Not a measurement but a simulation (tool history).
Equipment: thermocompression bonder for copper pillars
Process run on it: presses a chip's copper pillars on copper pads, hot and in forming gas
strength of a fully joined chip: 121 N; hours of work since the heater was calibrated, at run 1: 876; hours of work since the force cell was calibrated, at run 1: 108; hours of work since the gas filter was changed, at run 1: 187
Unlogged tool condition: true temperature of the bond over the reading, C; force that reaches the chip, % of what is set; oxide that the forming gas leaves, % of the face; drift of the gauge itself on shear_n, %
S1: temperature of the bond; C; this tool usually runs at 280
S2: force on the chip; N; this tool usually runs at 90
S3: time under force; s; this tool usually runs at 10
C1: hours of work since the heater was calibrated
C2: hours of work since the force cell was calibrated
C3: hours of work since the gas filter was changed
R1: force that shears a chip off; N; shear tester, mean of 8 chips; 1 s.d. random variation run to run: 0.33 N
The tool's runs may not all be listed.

run,day,S1,S2,S3,C1,C2,C3,R1
1,0,280,90,10,876,108,187,79.6
2,0.696,292,90,10,889,120,199,85.6
3,1.425,292,90,10,902,134,212,84.5
4,1.808,292,90,10,909,141,219,85
5,2.604,280,90,10,924,155,234,78.7
# day 2.667: forming gas filter changed
6,3.2,308,90,10,934,165,10,92.2
7,3.733,308,90,10,944,175,19,91.6
8,4.208,308,90,10,952,184,28,91.4
9,4.558,308,90,10,959,190,34,91.4
10,5.025,260,90,10,967,198,43,66.6
11,5.808,260,90,10,981,212,57,66.4
12,6.317,274,73,8,990,222,66,62.5
13,6.758,308,97,7,998,230,74,85.7
14,7.204,308,97,7,1006,238,82,85.4
# day 7.4: gauge calibrated
15,7.629,280,57,10,1014,245,90,64
16,8.133,280,123,7,1023,254,99,81.1
17,8.771,305,57,11,1035,266,110,78.8
18,9.179,252,90,11,1042,273,118,65.3
19,9.579,252,90,11,1049,281,125,65.1
20,10.2,252,90,11,1061,292,136,64.2

Each row is a separate what-if for the run after 20, all from the same tool condition, not one after another. Results?
A,10.85,299,68,7,1072,304,148,?
B,10.85,258,90,8,1072,304,148,?
C,10.85,276,59,10,1072,304,148,?
D,10.85,308,90,11,1072,304,148,?

run,R1
A,70.8
B,61.3
C,62.1
D,94
Had the tool no hidden state, the same runs would have come out as:
run,R1
A,71.9
B,62.3
C,63
D,95.4
